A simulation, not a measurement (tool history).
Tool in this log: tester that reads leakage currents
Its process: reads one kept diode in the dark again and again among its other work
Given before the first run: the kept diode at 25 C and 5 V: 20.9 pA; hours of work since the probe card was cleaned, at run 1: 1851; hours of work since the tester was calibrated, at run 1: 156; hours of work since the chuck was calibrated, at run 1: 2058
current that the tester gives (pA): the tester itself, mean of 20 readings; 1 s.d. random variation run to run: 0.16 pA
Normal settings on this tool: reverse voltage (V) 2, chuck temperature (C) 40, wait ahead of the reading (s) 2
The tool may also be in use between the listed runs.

run   hour  reverse voltage (V)  chuck temperature (C)  wait ahead of the reading (s)  hours of work since the probe card was cleaned  hours of work since the tester was calibrated  hours of work since the chuck was calibrated  current that the tester gives (pA)
  1      0                    2                     40                              2                                            1851                                            156                                          2058                                62.8
  2   18.6                    2                     40                              2                                            1863                                            168                                          2070                               62.97
  3   41.4                    2                     40                              2                                            1877                                            182                                          2084                               63.38
  4   72.7                    2                     40                              2                                            1897                                            202                                          2104                               63.41
  5  105.5                 4.96                     40                              2                                            1918                                            223                                          2126                              102.26
     111.1  -- probe card cleaned and baked
  6  131.4                    2                     40                              2                                              13                                            238                                          2140                               64.23
  7  163.9                    2                     40                              2                                              34                                            259                                          2161                               64.51
  8  203.8                    2                     40                              2                                              59                                            284                                          2187                               64.67
     220.5  -- probe card cleaned and baked, once more
  9  227.4                 1.17                     26                           3.12                                               4                                            298                                          2200                               13.38
     257.2  -- chuck's temperature calibrated
 10  265.9                 1.17                     26                           3.12                                              28                                            321                                             6                               10.89
 11  282.8                    2                     52                           2.26                                              39                                            332                                            16                               140.3
 12  305.1                  3.9                     50                           1.12                                              53                                            346                                            31                              168.52
 13  339.5                19.85                     40                           3.14                                              75                                            368                                            53                              165.96
 14  362.4                 4.94                     21                           3.97                                              90                                            383                                            67                               14.56

Branching from run 14: 4 alternative next runs. What would each branch give?
  A  380.9                 4.94                     22                           2.25                                             101                                            395                                            79                                   ?
  B  380.9                 4.94                     26                           2.24                                             101                                            395                                            79                                   ?
  C  380.9                 4.94                     44                           1.54                                             101                                            395                                            79                                   ?
  D  380.9                 5.02                     26                           3.84                                             101                                            395                                            79                                   ?

run  current that the tester gives (pA)
  A                               16.38
  B                               23.49
  C                              115.35
  D                               23.61
Without the tool's unlogged condition, the same runs would have read:
run  current that the tester gives (pA)
  A                               16.26
  B                               23.44
  C                               116.1
  D                               23.55
